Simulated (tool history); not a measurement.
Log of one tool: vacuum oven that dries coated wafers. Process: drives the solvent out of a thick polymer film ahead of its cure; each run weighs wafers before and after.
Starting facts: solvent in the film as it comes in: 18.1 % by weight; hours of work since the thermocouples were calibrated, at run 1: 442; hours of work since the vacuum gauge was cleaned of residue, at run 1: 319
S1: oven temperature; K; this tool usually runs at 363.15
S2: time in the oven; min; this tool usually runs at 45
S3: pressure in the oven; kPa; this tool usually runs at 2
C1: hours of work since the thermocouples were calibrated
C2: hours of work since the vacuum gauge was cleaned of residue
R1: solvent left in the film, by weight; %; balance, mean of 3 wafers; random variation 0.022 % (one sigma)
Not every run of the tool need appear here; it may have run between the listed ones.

{"run": 1, "hour": 0.0, "S1": 363.15, "S2": 45, "S3": 2, "C1": 442, "C2": 319, "R1": 4.46}
{"run": 2, "hour": 27.7, "S1": 363.15, "S2": 45, "S3": 2, "C1": 454, "C2": 331, "R1": 4.46}
{"run": 3, "hour": 45.1, "S1": 363.15, "S2": 45, "S3": 2, "C1": 461, "C2": 338, "R1": 4.45}
{"run": 4, "hour": 73.2, "S1": 363.15, "S2": 45, "S3": 2, "C1": 473, "C2": 350, "R1": 4.46}
{"run": 5, "hour": 98.1, "S1": 363.15, "S2": 45, "S3": 2, "C1": 483, "C2": 360, "R1": 4.46}
{"run": 6, "hour": 130.4, "S1": 363.15, "S2": 45, "S3": 3.96, "C1": 497, "C2": 374, "R1": 4.98}
{"run": 7, "hour": 152.0, "S1": 363.15, "S2": 45, "S3": 3.96, "C1": 506, "C2": 383, "R1": 4.97}
{"run": 8, "hour": 183.8, "S1": 363.15, "S2": 45, "S3": 3.96, "C1": 519, "C2": 396, "R1": 4.97}
{"run": 9, "hour": 201.9, "S1": 363.15, "S2": 45, "S3": 3.96, "C1": 527, "C2": 403, "R1": 5}
{"run": 10, "hour": 225.3, "S1": 363.15, "S2": 45, "S3": 3.96, "C1": 537, "C2": 413, "R1": 4.96}
{"run": 11, "hour": 254.4, "S1": 363.15, "S2": 50, "S3": 2, "C1": 549, "C2": 425, "R1": 3.92}
{"run": 12, "hour": 290.9, "S1": 363.15, "S2": 50, "S3": 2, "C1": 564, "C2": 441, "R1": 3.92}
{"run": 13, "hour": 308.3, "S1": 363.15, "S2": 50, "S3": 2, "C1": 571, "C2": 448, "R1": 3.9}
{"run": 14, "hour": 338.9, "S1": 363.15, "S2": 45, "S3": 2.13, "C1": 584, "C2": 461, "R1": 4.48}
{"run": 15, "hour": 373.3, "S1": 354.15, "S2": 45, "S3": 2, "C1": 598, "C2": 475, "R1": 7.43}
{"hour": 377.0, "done": "vacuum gauge cleaned of residue and calibrated"}
{"run": 16, "hour": 393.2, "S1": 354.15, "S2": 45, "S3": 2, "C1": 606, "C2": 7, "R1": 7.46}
{"run": 17, "hour": 423.3, "S1": 354.15, "S2": 45, "S3": 2, "C1": 619, "C2": 19, "R1": 7.46}
{"hour": 447.2, "done": "vacuum gauge cleaned of residue and calibrated, once more"}
{"run": 18, "hour": 447.5, "S1": 363.15, "S2": 45, "S3": 2, "C1": 628, "C2": 0, "R1": 4.37}
{"run": 19, "hour": 471.9, "S1": 363.15, "S2": 45, "S3": 2, "C1": 638, "C2": 10, "R1": 4.34}
{"run": 20, "hour": 509.0, "S1": 363.15, "S2": 45, "S3": 2, "C1": 654, "C2": 26, "R1": 4.31}
{"run": 21, "hour": 526.1, "S1": 363.15, "S2": 45, "S3": 2, "C1": 661, "C2": 33, "R1": 4.33}
{"run": 22, "hour": 552.5, "S1": 366.15, "S2": 45, "S3": 2, "C1": 672, "C2": 44, "R1": 3.4}
{"run": 23, "hour": 579.5, "S1": 366.15, "S2": 45, "S3": 2, "C1": 684, "C2": 55, "R1": 3.42}
{"run": 24, "hour": 608.1, "S1": 366.15, "S2": 45, "S3": 7.89, "C1": 695, "C2": 67, "R1": 4.97}
{"run": 25, "hour": 638.3, "S1": 351.15, "S2": 45, "S3": 1.16, "C1": 708, "C2": 80, "R1": 8.03}
{"run": 26, "hour": 660.6, "S1": 357.15, "S2": 50, "S3": 6.75, "C1": 717, "C2": 89, "R1": 7.27}
{"run": 27, "hour": 696.3, "S1": 368.15, "S2": 50, "S3": 6.75, "C1": 732, "C2": 104, "R1": 3.65}
{"run": 28, "hour": 721.1, "S1": 363.15, "S2": 45, "S3": 1.07, "C1": 743, "C2": 115, "R1": 4.07}
{"run": 29, "hour": 742.9, "S1": 363.15, "S2": 45, "S3": 1.07, "C1": 752, "C2": 124, "R1": 4.02}
{"run": 30, "hour": 769.0, "S1": 356.15, "S2": 49, "S3": 5.95, "C1": 763, "C2": 135, "R1": 7.45}
{"run": 31, "hour": 805.4, "S1": 356.15, "S2": 49, "S3": 5.95, "C1": 778, "C2": 150, "R1": 7.44}
{"run": 32, "hour": 841.7, "S1": 356.15, "S2": 49, "S3": 5.95, "C1": 793, "C2": 165, "R1": 7.43}
{"run": 33, "hour": 859.5, "S1": 356.15, "S2": 49, "S3": 1.41, "C1": 801, "C2": 173, "R1": 5.97}
{"run": 34, "hour": 896.7, "S1": 356.15, "S2": 49, "S3": 1.41, "C1": 816, "C2": 188, "R1": 6}
{"run": 35, "hour": 927.7, "S1": 356.15, "S2": 49, "S3": 1.41, "C1": 829, "C2": 201, "R1": 6.01}
{"run": 36, "hour": 948.7, "S1": 366.15, "S2": 45, "S3": 2, "C1": 838, "C2": 210, "R1": 3.33}
{"run": 37, "hour": 964.6, "S1": 363.15, "S2": 50, "S3": 1.28, "C1": 845, "C2": 217, "R1": 3.53}
{"run": 38, "hour": 996.0, "S1": 354.15, "S2": 53, "S3": 4.8, "C1": 858, "C2": 230, "R1": 7.37}
{"run": 39, "hour": 1029.4, "S1": 358.15, "S2": 44, "S3": 7.28, "C1": 872, "C2": 244, "R1": 7.54}
{"run": 40, "hour": 1064.2, "S1": 363.15, "S2": 26, "S3": 5.42, "C1": 886, "C2": 258, "R1": 7.77}
{"run": 41, "hour": 1083.3, "S1": 377.15, "S2": 37, "S3": 1.6, "C1": 894, "C2": 266, "R1": 1.45}
{"run": 42, "hour": 1100.5, "S1": 377.15, "S2": 75, "S3": 1.55, "C1": 902, "C2": 273, "R1": 0.41}
{"run": 43, "hour": 1134.2, "S1": 366.15, "S2": 45, "S3": 2.39, "C1": 916, "C2": 288, "R1": 3.43}
{"run": 44, "hour": 1152.5, "S1": 366.15, "S2": 45, "S3": 2.39, "C1": 923, "C2": 295, "R1": 3.44}
{"run": 45, "hour": 1181.4, "S1": 363.15, "S2": 28, "S3": 2.26, "C1": 935, "C2": 307, "R1": 6.67}
{"run": 46, "hour": 1212.3, "S1": 363.15, "S2": 67, "S3": 2, "C1": 948, "C2": 320, "R1": 2.49}
{"run": 47, "hour": 1249.7, "S1": 363.15, "S2": 22, "S3": 2, "C1": 964, "C2": 336, "R1": 7.84}

Each run again, without the hidden state but with its own random variation kept:
Hidden state present: true wafer temperature over the reading, C; true pressure over the reading, kPa; drift of the gauge itself on solvent_pct, %.
run=1 R1=4.69
run=2 R1=4.71
run=3 R1=4.7
run=4 R1=4.71
run=5 R1=4.71
run=6 R1=5.25
run=7 R1=5.25
run=8 R1=5.25
run=9 R1=5.28
run=10 R1=5.25
run=11 R1=4.19
run=12 R1=4.2
run=13 R1=4.18
run=14 R1=4.78
run=15 R1=7.75
run=16 R1=7.76
run=17 R1=7.77
run=18 R1=4.74
run=19 R1=4.71
run=20 R1=4.69
run=21 R1=4.71
run=22 R1=3.75
run=23 R1=3.77
run=24 R1=5.37
run=25 R1=8.42
run=26 R1=7.72
run=27 R1=3.99
run=28 R1=4.47
run=29 R1=4.43
run=30 R1=7.92
run=31 R1=7.92
run=32 R1=7.92
run=33 R1=6.43
run=34 R1=6.47
run=35 R1=6.49
run=36 R1=3.74
run=37 R1=3.95
run=38 R1=7.88
run=39 R1=8.06
run=40 R1=8.26
run=41 R1=1.71
run=42 R1=0.45
run=43 R1=3.87
run=44 R1=3.88
run=45 R1=7.17
run=46 R1=2.88
run=47 R1=8.32

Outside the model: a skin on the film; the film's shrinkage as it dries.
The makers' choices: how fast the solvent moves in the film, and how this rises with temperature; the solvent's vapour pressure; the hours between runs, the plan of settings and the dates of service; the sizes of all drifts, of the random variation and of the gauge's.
